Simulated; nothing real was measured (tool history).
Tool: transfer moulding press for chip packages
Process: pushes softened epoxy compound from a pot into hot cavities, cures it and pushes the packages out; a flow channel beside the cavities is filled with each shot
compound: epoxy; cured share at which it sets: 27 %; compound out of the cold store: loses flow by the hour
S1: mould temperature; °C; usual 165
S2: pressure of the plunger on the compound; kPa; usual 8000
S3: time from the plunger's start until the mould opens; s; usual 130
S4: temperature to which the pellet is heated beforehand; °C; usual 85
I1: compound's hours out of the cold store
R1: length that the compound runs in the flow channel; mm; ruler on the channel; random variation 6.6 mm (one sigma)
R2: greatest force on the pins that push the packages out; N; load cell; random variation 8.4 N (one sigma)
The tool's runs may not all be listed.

Run 1, hour 0: usual settings; I1 24.5. Result: R1 776 mm, R2 583 N.
Run 2, hour 9: usual settings; I1 15.4. Result: R1 811 mm, R2 609 N.
At hour 11.4: cavities cleaned with cleaning compound and waxed.
Run 3, hour 20: usual settings; I1 18.4. Result: R1 797 mm, R2 642 N.
Run 4, hour 26.7: usual settings; I1 38.7. Result: R1 708 mm, R2 607 N.
Run 5, hour 30.7: usual settings; I1 14.5. Result: R1 816 mm, R2 643 N.
Run 6, hour 36.6: usual settings; I1 39.2. Result: R1 694 mm, R2 627 N.
Run 7, hour 45.7: usual settings; I1 42.3. Result: R1 693 mm, R2 610 N.
Run 8, hour 51.5: usual settings but S4 93 °C; I1 9.4. Result: R1 850 mm, R2 659 N.
Run 9, hour 58.6: usual settings but S4 93 °C; I1 20. Result: R1 784 mm, R2 628 N.
At hour 66.4: cavities cleaned with cleaning compound and waxed, once more.
Run 10, hour 67.4: usual settings but S4 93 °C; I1 22.3. Result: R1 783 mm, R2 375 N.
Run 11, hour 75.1: usual settings but S4 93 °C; I1 16.9. Result: R1 785 mm, R2 389 N.
Run 12, hour 79.2: usual settings but S2 6430 kPa, S4 93 °C; I1 37.4. Result: R1 638 mm, R2 395 N.
Run 13, hour 87.8: usual settings but S2 6860 kPa; I1 17.1. Result: R1 729 mm, R2 425 N.
Run 14, hour 93.2: usual settings; I1 20.9. Result: R1 780 mm, R2 439 N.
Run 15, hour 103.1: usual settings; I1 47.1. Result: R1 660 mm, R2 442 N.
Run 16, hour 107.9: usual settings but S3 115 s, S4 87 °C; I1 20. Result: R1 790 mm, R2 548 N.
Run 17, hour 116.3: usual settings but S1 167 °C, S2 6030 kPa, S3 134 s; I1 15.8. Result: R1 691 mm, R2 459 N.
Run 18, hour 125.9: usual settings but S1 169 °C, S4 94 °C; I1 31.4. Result: R1 710 mm, R2 491 N.
Run 19, hour 133.5: usual settings but S1 171 °C, S2 8640 kPa, S4 80 °C; I1 21.1. Result: R1 777 mm, R2 486 N.
Run 20, hour 139.5: usual settings but S1 171 °C, S2 8640 kPa, S3 146 s, S4 90 °C; I1 44.7. Result: R1 669 mm, R2 498 N.
Run 21, hour 148.4: usual settings but S1 163 °C; I1 45. Result: R1 669 mm, R2 531 N.
Run 22, hour 156.9: usual settings but S1 163 °C, S2 8500 kPa, S4 93 °C; I1 44. Result: R1 696 mm, R2 563 N.
Run 23, hour 165.6: usual settings but S2 6560 kPa; I1 42.4. Result: R1 614 mm, R2 536 N.
Run 24, hour 172.8: usual settings but S2 6560 kPa; I1 41.4. Result: R1 620 mm, R2 547 N.
Run 25, hour 181.3: usual settings but S1 168 °C, S2 6960 kPa, S3 136 s, S4 77 °C; I1 9.2. Result: R1 760 mm, R2 530 N.
Run 26, hour 191.1: usual settings but S1 168 °C, S2 6960 kPa, S3 136 s, S4 77 °C; I1 10. Result: R1 749 mm, R2 535 N.
Run 27, hour 199.2: usual settings but S1 168 °C, S2 6960 kPa, S3 118 s, S4 95 °C; I1 37.3. Result: R1 637 mm, R2 583 N.
Run 28, hour 207.8: usual settings but S2 8130 kPa, S4 92 °C; I1 31.8. Result: R1 719 mm, R2 587 N.
At hour 214.4: cavities cleaned with cleaning compound and waxed.
Run 29, hour 219.1: usual settings but S2 6750 kPa, S3 142 s, S4 92 °C; I1 31.3. Result: R1 662 mm, R2 373 N.

4 ways to go on from here, each from the tool as it stands after run 29. What would each give?
Run A, hour 228.6: usual settings but S2 9650 kPa, S4 82 °C; I1 48. Result: R1 ?, R2 ?.
Run B, hour 228.6: usual settings but S1 159 °C, S2 8200 kPa; I1 15.3. Result: R1 ?, R2 ?.
Run C, hour 228.6: usual settings but S1 161 °C, S2 7800 kPa, S3 118 s, S4 92 °C; I1 46.8. Result: R1 ?, R2 ?.
Run D, hour 228.6: usual settings but S1 163 °C; I1 44.8. Result: R1 ?, R2 ?.

run   R1   R2
  A  708  419
  B  827  541
  C  660  499
  D  665  435
Without the tool's hidden state the same runs would have given:
run   R1   R2
  A  772  376
  B  901  511
  C  720  465
  D  725  396
